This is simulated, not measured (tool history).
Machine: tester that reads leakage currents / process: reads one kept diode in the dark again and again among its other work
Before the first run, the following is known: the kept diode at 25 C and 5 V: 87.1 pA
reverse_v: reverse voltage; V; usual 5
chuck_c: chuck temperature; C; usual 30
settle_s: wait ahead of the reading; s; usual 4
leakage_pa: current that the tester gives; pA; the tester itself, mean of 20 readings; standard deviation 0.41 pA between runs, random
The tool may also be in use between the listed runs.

run    hour  reverse_v  chuck_c  settle_s  leakage_pa
  1       0          5       30         4      136.96
  2   100.2          5       30         4       135.6
  3   231.3          5       30         4      134.85
  4   354.9          5       30      3.14      134.45
  5     471          5       30      2.09      133.76
  6   537.5          5       30      2.09      133.09
  7   638.9          5       30      2.09      132.54
  8     700          5       30      2.09      131.51
  9   754.4          5       36         4      214.67
 10   813.5          5       30      5.15      131.75
 11   941.6          5       30      5.77      130.93
 12  1061.9          5       30      5.77      129.79
 13  1179.4          5       30      5.77      129.86
 14  1291.9          5       30      5.77      129.07
 15  1421.3          5       30         4      127.93
 16  1527.8          5       30         4       127.1
 17  1595.3          5       30         4      126.86
 18  1710.9          5       30      3.56      126.95
 19  1819.8          5       30      3.56      126.45
     1847.7  -- chuck's temperature calibrated
 20  1952.8          5       30         4      144.32
 21  2024.3      12.52       30         4      217.45
 22  2135.7      13.53       21      3.25      116.52
 23  2202.5      13.53       48      0.34      901.91
 24  2316.7          5       52      0.36       798.4
     2440.8  -- probe card cleaned and baked
 25  2442.8       4.11       24      5.76       71.64
 26  2554.2       1.37       41      0.79      196.72
 27  2622.9       1.37       41      0.79      196.81
 28  2702.8       1.37       41      0.79      195.44
 29  2764.4       1.37       41      0.79      195.27
 30  2856.9       3.69       59      0.79     1135.95
 31  2921.5       1.02       21         4       30.65
 32  3037.9       1.02       21         4       30.25
 33  3126.8          5       23      5.38       68.85
 34  3190.1          5       23      5.38       69.19
 35  3313.5       1.27       20      5.38       29.85
 36  3432.2       1.27       40      7.74      168.32
 37  3539.4       1.37       36      3.25      124.14
 38    3617       1.37       36      3.25      123.72
 39  3748.9       1.94       43      1.08      250.35

Forecast each of these 5 alternatives for the next run:
  A  3822.3       1.42       43      5.86           ?
  B  3822.3       9.05       57       0.4           ?
  C  3822.3          5       30      2.87           ?
  D  3822.3       2.34       44      0.37           ?
  E  3822.3       1.94       51      1.98           ?

run  leakage_pa
  A      221.05
  B     1342.55
  C      123.69
  D      291.95
  E      465.84
Without the tool's hidden state the same runs would have given:
run  leakage_pa
  A      244.11
  B     1468.16
  C      135.59
  D      321.74
  E      512.21
